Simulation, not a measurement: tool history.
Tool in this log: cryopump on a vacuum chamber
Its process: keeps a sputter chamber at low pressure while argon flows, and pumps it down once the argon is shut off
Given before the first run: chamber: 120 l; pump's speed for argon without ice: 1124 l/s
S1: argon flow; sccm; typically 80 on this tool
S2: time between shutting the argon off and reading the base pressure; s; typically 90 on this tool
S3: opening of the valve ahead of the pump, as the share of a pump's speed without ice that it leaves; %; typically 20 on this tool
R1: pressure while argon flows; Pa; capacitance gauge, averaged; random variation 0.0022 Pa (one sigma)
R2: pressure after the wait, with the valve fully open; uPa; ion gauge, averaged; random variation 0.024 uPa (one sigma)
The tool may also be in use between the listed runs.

run 1 hour=0.0 | S1=80 S2=90 S3=20 | R1=0.6040 R2=2.83
run 2 hour=45.1 | S1=80 S2=90 S3=20 | R1=0.6067 R2=2.87
run 3 hour=83.3 | S1=80 S2=90 S3=20 | R1=0.6061 R2=2.94
run 4 hour=122.8 | S1=80 S2=90 S3=20 | R1=0.6085 R2=2.93
run 5 hour=152.9 | S1=80 S2=90 S3=20 | R1=0.6047 R2=2.99
run 6 hour=185.8 | S1=80 S2=90 S3=20 | R1=0.6036 R2=3.05
run 7 hour=228.4 | S1=80 S2=90 S3=20 | R1=0.6101 R2=3.00
run 8 hour=265.9 | S1=80 S2=90 S3=20 | R1=0.6132 R2=3.07
run 9 hour=305.7 | S1=75 S2=90 S3=20 | R1=0.5683 R2=3.11
run 10 hour=351.9 | S1=75 S2=90 S3=20 | R1=0.5721 R2=3.15
run 11 hour=403.1 | S1=75 S2=90 S3=20 | R1=0.5723 R2=3.18
run 12 hour=441.5 | S1=75 S2=90 S3=20 | R1=0.5699 R2=3.33
run 13 hour=493.3 | S1=80 S2=90 S3=31 | R1=0.3973 R2=3.32
run 14 hour=541.7 | S1=80 S2=90 S3=31 | R1=0.3968 R2=3.38
run 15 hour=567.3 | S1=80 S2=90 S3=20 | R1=0.6120 R2=3.28
run 16 hour=605.0 | S1=80 S2=90 S3=20 | R1=0.6133 R2=3.31
run 17 hour=645.5 | S1=80 S2=90 S3=20 | R1=0.6163 R2=3.43
run 18 hour=669.6 | S1=79 S2=59 S3=18 | R1=0.6729 R2=3.78
run 19 hour=713.4 | S1=79 S2=59 S3=18 | R1=0.6759 R2=3.77
run 20 hour=747.9 | S1=79 S2=59 S3=18 | R1=0.6748 R2=3.80
run 21 hour=786.3 | S1=52 S2=48 S3=18 | R1=0.4398 R2=4.14
run 22 hour=824.0 | S1=52 S2=48 S3=18 | R1=0.4441 R2=4.21
run 23 hour=868.1 | S1=35 S2=231 S3=18 | R1=0.2982 R2=3.26
run 24 hour=903.4 | S1=35 S2=231 S3=18 | R1=0.3013 R2=3.30
run 25 hour=945.5 | S1=80 S2=66 S3=21 | R1=0.5873 R2=3.84
run 26 hour=1000.3 | S1=80 S2=49 S3=20 | R1=0.6189 R2=4.36
run 27 hour=1035.9 | S1=80 S2=49 S3=20 | R1=0.6131 R2=4.33
run 28 hour=1078.8 | S1=80 S2=248 S3=49 | R1=0.2634 R2=3.37
run 29 hour=1120.0 | S1=80 S2=248 S3=19 | R1=0.6508 R2=3.37
run 30 hour=1170.7 | S1=89 S2=90 S3=47 | R1=0.3062 R2=3.88
run 31 hour=1200.6 | S1=41 S2=210 S3=36 | R1=0.1822 R2=3.58
run 32 hour=1250.4 | S1=41 S2=210 S3=36 | R1=0.1826 R2=3.65
run 33 hour=1294.6 | S1=146 S2=38 S3=33 | R1=0.7058 R2=5.01

Branching from run 33: 3 alternative next runs. What would each branch give?
run A hour=1330.7 | S1=36 S2=81 S3=36 | R1=? R2=?
run B hour=1330.7 | S1=50 S2=228 S3=17 | R1=? R2=?
run C hour=1330.7 | S1=146 S2=23 S3=33 | R1=? R2=?

run=A R1=0.1599 R2=4.22
run=B R1=0.4564 R2=3.66
run=C R1=0.7066 R2=5.91
Without the tool's hidden state the same runs would have given:
run=A R1=0.1503 R2=1.02
run=B R1=0.4430 R2=0.50
run=C R1=0.6674 R2=2.82
